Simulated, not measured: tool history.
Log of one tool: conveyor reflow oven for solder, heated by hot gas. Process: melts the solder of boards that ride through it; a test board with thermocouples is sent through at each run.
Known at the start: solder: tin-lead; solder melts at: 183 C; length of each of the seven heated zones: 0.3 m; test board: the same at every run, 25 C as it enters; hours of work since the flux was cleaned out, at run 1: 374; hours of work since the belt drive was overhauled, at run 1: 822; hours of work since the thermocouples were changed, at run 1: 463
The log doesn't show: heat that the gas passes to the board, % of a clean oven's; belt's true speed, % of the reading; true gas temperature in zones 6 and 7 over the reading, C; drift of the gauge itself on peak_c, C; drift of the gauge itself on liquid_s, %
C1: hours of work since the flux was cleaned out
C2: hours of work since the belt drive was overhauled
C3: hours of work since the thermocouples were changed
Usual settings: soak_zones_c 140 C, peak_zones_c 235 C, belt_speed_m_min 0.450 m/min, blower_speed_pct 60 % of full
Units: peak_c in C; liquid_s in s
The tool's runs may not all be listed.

Run 1, day 0.000: usual settings; C1 374; C2 822; C3 463. Result: peak_c 217.7 C, liquid_s 61.3 s.
Run 2, day 0.696: usual settings but belt_speed_m_min 0.509 m/min; C1 385; C2 833; C3 474. Result: peak_c 212.3 C, liquid_s 50.4 s.
Run 3, day 1.367: usual settings but soak_zones_c 153 C; C1 396; C2 844; C3 485. Result: peak_c 218.4 C, liquid_s 69.1 s.
Run 4, day 1.808: usual settings but soak_zones_c 153 C; C1 403; C2 851; C3 492. Result: peak_c 219.9 C, liquid_s 69.2 s.
Run 5, day 2.375: usual settings but soak_zones_c 153 C; C1 412; C2 860; C3 501. Result: peak_c 220.6 C, liquid_s 69.3 s.
Run 6, day 3.029: usual settings but soak_zones_c 153 C; C1 423; C2 871; C3 512. Result: peak_c 219.7 C, liquid_s 69.2 s.
Run 7, day 3.679: usual settings but soak_zones_c 153 C; C1 433; C2 881; C3 522. Result: peak_c 219.5 C, liquid_s 68.2 s.
At day 4.675: flux residue cleaned out of gas plates and filters.
Run 8, day 4.675: usual settings but soak_zones_c 149 C; C1 0; C2 894; C3 535. Result: peak_c 221.8 C, liquid_s 69.2 s.
At day 5.108: belt drive overhauled, speed set with a stopwatch.
Run 9, day 5.504: usual settings but soak_zones_c 149 C; C1 11; C2 6; C3 545. Result: peak_c 220.8 C, liquid_s 67.7 s.
Run 10, day 6.542: usual settings but peak_zones_c 245 C; C1 27; C2 23; C3 562. Result: peak_c 228.1 C, liquid_s 68.6 s.
Run 11, day 7.358: usual settings but peak_zones_c 245 C; C1 41; C2 36; C3 575. Result: peak_c 228.5 C, liquid_s 68.3 s.
Run 12, day 8.050: usual settings but peak_zones_c 245 C, blower_speed_pct 85 % of full; C1 52; C2 47; C3 586. Result: peak_c 231.9 C, liquid_s 70.6 s.
Run 13, day 8.512: usual settings but soak_zones_c 138 C, peak_zones_c 240 C, belt_speed_m_min 0.516 m/min, blower_speed_pct 67 % of full; C1 59; C2 55; C3 594. Result: peak_c 220.0 C, liquid_s 54.5 s.
Run 14, day 9.158: usual settings but soak_zones_c 145 C; C1 70; C2 65; C3 604. Result: peak_c 219.3 C, liquid_s 64.8 s.
Run 15, day 9.825: usual settings but soak_zones_c 142 C, peak_zones_c 238 C, belt_speed_m_min 0.489 m/min; C1 80; C2 76; C3 615. Result: peak_c 219.2 C, liquid_s 58.4 s.
Run 16, day 10.479: usual settings but soak_zones_c 142 C, peak_zones_c 238 C, belt_speed_m_min 0.489 m/min; C1 91; C2 86; C3 626. Result: peak_c 219.1 C, liquid_s 57.4 s.

Run 17 comes next. What will it give?
Run 17, day 11.512: usual settings but soak_zones_c 135 C, peak_zones_c 249 C, belt_speed_m_min 0.383 m/min; C1 107; C2 103; C3 642. Result: peak_c ?, liquid_s ?.

peak_c: 235.8 C
liquid_s: 83.8 s
Without the tool's hidden state the same run would have given peak_c 237.5 C, liquid_s 84.6 s.
